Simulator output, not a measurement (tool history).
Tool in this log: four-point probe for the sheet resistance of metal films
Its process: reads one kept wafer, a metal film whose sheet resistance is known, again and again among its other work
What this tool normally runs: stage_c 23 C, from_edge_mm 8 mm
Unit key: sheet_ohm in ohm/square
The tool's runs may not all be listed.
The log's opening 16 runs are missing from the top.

run,hour,stage_c,from_edge_mm,touches since the probe head was changed,hours of work since the stage's thermometer was calibrated,sheet_ohm
17,301.9,23,8,69535,379,6.347103
18,318.5,23,8,70449,391,6.348273
19,334.6,23,8,71339,402,6.347933
20,351.8,26,8,72289,414,6.335653
21,366.8,25,8,73113,425,6.33827
22,390.4,25,8,74417,442,6.341675
# hour 392.4: stage's thermometer calibrated
23,409.1,25,15,75422,12,6.325881
24,432.9,20,4,76730,29,6.433877
25,454.7,32,23,77937,44,6.28566
26,476.8,34,41,79156,60,6.272955
# hour 485.1: stage's thermometer calibrated, once more
27,493.1,19,5,80027,6,6.40418
28,508.3,19,5,80862,16,6.405052
29,526.7,19,5,81879,30,6.40562
30,542.4,25,13,82742,41,6.327756
31,562.6,25,13,83856,55,6.326728
32,585.8,29,8,85138,72,6.321876
33,604.9,28,11,86193,85,6.31645
34,621.5,33,9,87107,97,6.294799
35,645.3,24,74,88417,114,6.328465
36,664,23,42,89451,127,6.334712
37,682.2,23,5,90455,140,6.388072

Run 38 comes next. What will it give?
38,703.2,23,5,91613,155,?

Run 38 yielded sheet_ohm 6.390438 ohm/square.
With the hidden condition absent and the run-to-run variation left alone, this run would have shown sheet_ohm 6.304332 ohm/square.
